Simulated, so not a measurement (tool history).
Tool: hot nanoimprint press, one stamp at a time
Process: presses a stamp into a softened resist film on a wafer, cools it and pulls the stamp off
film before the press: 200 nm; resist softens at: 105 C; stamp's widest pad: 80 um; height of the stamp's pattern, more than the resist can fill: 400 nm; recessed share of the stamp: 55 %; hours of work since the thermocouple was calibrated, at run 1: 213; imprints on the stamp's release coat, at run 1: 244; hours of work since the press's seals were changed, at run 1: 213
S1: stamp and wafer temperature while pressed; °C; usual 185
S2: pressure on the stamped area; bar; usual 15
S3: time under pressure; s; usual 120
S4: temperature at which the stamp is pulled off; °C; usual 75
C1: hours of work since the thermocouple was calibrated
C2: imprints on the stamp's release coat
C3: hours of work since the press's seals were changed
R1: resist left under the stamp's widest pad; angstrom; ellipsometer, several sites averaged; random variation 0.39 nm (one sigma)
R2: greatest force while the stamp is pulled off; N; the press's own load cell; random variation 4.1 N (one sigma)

{"run": 1, "hour": 0.0, "S1": 185, "S2": 15, "S3": 120, "S4": 75, "C1": 213, "C2": 244, "C3": 213, "R1": 742, "R2": 201}
{"run": 2, "hour": 20.8, "S1": 185, "S2": 15, "S3": 120, "S4": 75, "C1": 224, "C2": 291, "C3": 224, "R1": 741, "R2": 204}
{"run": 3, "hour": 38.7, "S1": 185, "S2": 15, "S3": 120, "S4": 78, "C1": 233, "C2": 332, "C3": 233, "R1": 745, "R2": 200}
{"run": 4, "hour": 54.9, "S1": 185, "S2": 15, "S3": 120, "S4": 78, "C1": 241, "C2": 369, "C3": 241, "R1": 742, "R2": 196}
{"run": 5, "hour": 79.9, "S1": 185, "S2": 15, "S3": 120, "S4": 78, "C1": 253, "C2": 426, "C3": 253, "R1": 744, "R2": 196}
{"run": 6, "hour": 94.7, "S1": 185, "S2": 15, "S3": 143, "S4": 78, "C1": 261, "C2": 460, "C3": 261, "R1": 695, "R2": 198}
{"hour": 111.8, "done": "plate thermocouple calibrated"}
{"run": 7, "hour": 115.5, "S1": 185, "S2": 15, "S3": 111, "S4": 75, "C1": 2, "C2": 500, "C3": 269, "R1": 763, "R2": 202}
{"run": 8, "hour": 128.6, "S1": 185, "S2": 15, "S3": 111, "S4": 75, "C1": 8, "C2": 530, "C3": 276, "R1": 759, "R2": 206}
{"run": 9, "hour": 141.9, "S1": 185, "S2": 12.4, "S3": 111, "S4": 75, "C1": 15, "C2": 560, "C3": 283, "R1": 844, "R2": 201}
{"run": 10, "hour": 161.1, "S1": 185, "S2": 20.9, "S3": 111, "S4": 75, "C1": 25, "C2": 604, "C3": 292, "R1": 626, "R2": 204}
{"run": 11, "hour": 183.1, "S1": 185, "S2": 20.9, "S3": 111, "S4": 75, "C1": 36, "C2": 654, "C3": 303, "R1": 618, "R2": 202}
{"run": 12, "hour": 204.0, "S1": 185, "S2": 20.9, "S3": 111, "S4": 75, "C1": 46, "C2": 702, "C3": 313, "R1": 621, "R2": 197}
{"run": 13, "hour": 215.0, "S1": 185, "S2": 15, "S3": 107, "S4": 75, "C1": 51, "C2": 727, "C3": 319, "R1": 762, "R2": 194}
{"run": 14, "hour": 226.3, "S1": 185, "S2": 15, "S3": 107, "S4": 75, "C1": 57, "C2": 752, "C3": 325, "R1": 764, "R2": 197}
{"run": 15, "hour": 247.9, "S1": 185, "S2": 15, "S3": 120, "S4": 77, "C1": 68, "C2": 801, "C3": 335, "R1": 726, "R2": 193}
{"run": 16, "hour": 266.6, "S1": 177, "S2": 15, "S3": 120, "S4": 62, "C1": 77, "C2": 844, "C3": 345, "R1": 995, "R2": 220}
{"run": 17, "hour": 280.5, "S1": 177, "S2": 15, "S3": 120, "S4": 62, "C1": 84, "C2": 876, "C3": 352, "R1": 984, "R2": 217}
{"run": 18, "hour": 296.1, "S1": 177, "S2": 15, "S3": 120, "S4": 62, "C1": 92, "C2": 911, "C3": 359, "R1": 989, "R2": 214}
{"run": 19, "hour": 315.6, "S1": 177, "S2": 15, "S3": 120, "S4": 62, "C1": 102, "C2": 956, "C3": 369, "R1": 989, "R2": 223}
{"run": 20, "hour": 328.3, "S1": 190, "S2": 10.5, "S3": 92, "S4": 62, "C1": 108, "C2": 985, "C3": 375, "R1": 834, "R2": 210}
{"run": 21, "hour": 353.8, "S1": 185, "S2": 15, "S3": 80, "S4": 76, "C1": 121, "C2": 1043, "C3": 388, "R1": 841, "R2": 203}
{"run": 22, "hour": 373.0, "S1": 181, "S2": 13.8, "S3": 73, "S4": 76, "C1": 130, "C2": 1086, "C3": 398, "R1": 1036, "R2": 204}
{"run": 23, "hour": 390.2, "S1": 190, "S2": 15, "S3": 64, "S4": 75, "C1": 139, "C2": 1125, "C3": 406, "R1": 755, "R2": 201}
{"run": 24, "hour": 403.3, "S1": 190, "S2": 15, "S3": 126, "S4": 61, "C1": 145, "C2": 1155, "C3": 413, "R1": 604, "R2": 220}
{"run": 25, "hour": 422.8, "S1": 190, "S2": 15, "S3": 126, "S4": 61, "C1": 155, "C2": 1200, "C3": 422, "R1": 596, "R2": 221}
{"run": 26, "hour": 438.1, "S1": 174, "S2": 11.5, "S3": 120, "S4": 75, "C1": 163, "C2": 1234, "C3": 430, "R1": 1249, "R2": 199}
{"run": 27, "hour": 456.7, "S1": 174, "S2": 11.5, "S3": 120, "S4": 75, "C1": 172, "C2": 1277, "C3": 439, "R1": 1246, "R2": 199}

The next listed run, before its measurement:
{"run": 28, "hour": 469.5, "S1": 174, "S2": 11.5, "S3": 76, "S4": 75, "C1": 178, "C2": 1306, "C3": 446, "R1": "?", "R2": "?"}

R1: 1386 angstrom
R2: 200 N
Without the tool's hidden state the same run would have given R1 1413 angstrom, R2 198 N.

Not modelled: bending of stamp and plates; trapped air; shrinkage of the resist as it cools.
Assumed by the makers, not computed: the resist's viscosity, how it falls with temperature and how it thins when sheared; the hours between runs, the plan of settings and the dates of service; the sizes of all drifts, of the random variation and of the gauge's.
